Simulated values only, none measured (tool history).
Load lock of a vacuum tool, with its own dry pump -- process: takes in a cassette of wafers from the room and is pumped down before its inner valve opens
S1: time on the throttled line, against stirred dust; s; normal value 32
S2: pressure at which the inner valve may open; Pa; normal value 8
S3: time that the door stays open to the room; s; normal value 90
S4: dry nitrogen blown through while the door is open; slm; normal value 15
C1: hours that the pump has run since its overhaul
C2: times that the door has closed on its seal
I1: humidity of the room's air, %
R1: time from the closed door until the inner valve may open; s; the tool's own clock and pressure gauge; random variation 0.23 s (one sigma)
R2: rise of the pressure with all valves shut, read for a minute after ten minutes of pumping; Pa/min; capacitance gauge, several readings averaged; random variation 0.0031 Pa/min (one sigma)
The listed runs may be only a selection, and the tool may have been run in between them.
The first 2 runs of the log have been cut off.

run      day  S1  S2  S3  S4     C1     C2    I1    R1     R2
  3   16.204  32   8  90  15   5481  21546  46.1  47.8  0.093
  4   26.546  42   8  90  15   5729  21979  46.5  56.8  0.087
  5   34.704  42   8  90  15   5925  22320  46.6  56.7  0.095
  6   41.942  42   8  90  15   6099  22623  41.0  56.9  0.078
  7   54.050  19   8  90  15   6389  23130  45.8  36.5  0.090
  8   63.129  32   8  90   8   6607  23510  46.6  48.4  0.105
  9   73.096  32   8  90  15   6846  23928  48.3  47.9  0.095
 10   82.283  32   8  90  15   7067  24312  43.3  48.1  0.087
 11   92.921  32  16  90  15   7322  24758  45.5  46.5  0.095
 12  100.900  32  12  90  15   7514  25092  43.6  47.0  0.083
 13  113.825  32  12  90  15   7824  25633  44.2  47.0  0.087
 14  124.508  32   9  90  15   8080  26080  46.3  47.6  0.091
 15  135.079  43   8  90  15   8334  26523  48.2  57.6  0.089
 16  141.942  43   8  90  15   8499  26810  46.6  57.4  0.090
 17  147.896  43   8  90  15   8642  27059  46.1  58.0  0.093
 18  155.125  43   8  90  20   8815  27362  46.6  57.8  0.085
 19  161.308  43   8  90  20   8964  27621  44.1  57.4  0.083
 20  173.500  43   8  90  20   9256  28131  45.8  57.4  0.081
 21  184.867  23   9  99   9   9529  28607  45.0  39.8  0.109
 22  192.938  32   8  90  35   9723  28945  43.0  47.8  0.064
 23  198.183  32   8  90  35   9849  29165  44.8  48.2  0.069
 24  207.888  32   6  90  26  10081  29571  42.8  48.6  0.068
 25  218.242  18   8  73  12  10330  30005  47.4  35.7  0.085
 26  226.642  17   8  90  15  10532  30356  45.2  34.9  0.090

Run 27 comes next. What will it give?
 27  236.612  35   7  147   4  10771  30774  46.1   ?   ?

Run 27 measured R1 50.9 s, R2 0.158 Pa/min.
With no hidden state in the tool, this same run would have given R1 50.9 s, R2 0.156 Pa/min.
